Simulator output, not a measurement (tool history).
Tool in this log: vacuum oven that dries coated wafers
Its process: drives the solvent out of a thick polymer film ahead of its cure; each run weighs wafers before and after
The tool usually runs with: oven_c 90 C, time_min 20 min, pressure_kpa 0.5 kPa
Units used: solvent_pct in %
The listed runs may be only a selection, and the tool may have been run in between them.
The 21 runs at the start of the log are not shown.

run	day	oven_c	time_min	pressure_kpa	hours of work since the thermocouples were calibrated	hours of work since the vacuum gauge was cleaned of residue	solvent_pct
22	14.408	90	20	0.5	1335	151	2.3
23	15.167	90	20	0.5	1343	159	2.26
24	15.821	101	12	0.5	1349	165	2.35
25	16.75	90	13	0.71	1358	174	4.73
26	17.208	94	11	0.388	1363	178	4.52
27	17.779	76	26	0.392	1368	184	4.41
28	18.596	103	14	0.342	1376	192	1.36
29	19.358	90	20	0.614	1384	200	2.38
30	19.929	95	20	1.068	1389	205	1.71
31	20.442	90	22	1.502	1395	210	2.46
32	21.021	89	17	1.502	1400	216	3.93
33	21.45	100	16	0.5	1404	220	1.43
34	21.875	99	15	0.5	1409	224	1.84
35	22.729	86	20	1.127	1417	233	3.63
36	23.267	103	20	0.848	1422	238	0.69
37	23.738	92	10	0.5	1427	242	5.64
38	24.654	90	11	1.49	1436	251	6.08
39	25.092	90	14	0.499	1440	256	4.15
40	25.583	91	20	0.499	1445	260	2.06
41	26.367	83	20	0.5	1452	268	4.07
42	27.175	87	20	0.5	1460	276	2.96
43	28.054	82	22	0.257	1469	285	3.59
44	28.558	87	12	1.161	1474	290	6.44

Below are 3 alternative next runs, each starting from the tool's condition after run 44. Predict each:
A	29.254	90	16	1.63	1481	296	?
B	29.254	90	23	0.445	1481	296	?
C	29.254	78	20	1.279	1481	296	?

run	solvent_pct
A	4.02
B	1.66
C	6.07
Take away the tool's hidden state, keep each run's random variation, and the runs would have read:
run	solvent_pct
A	4.03
B	1.67
C	6.08
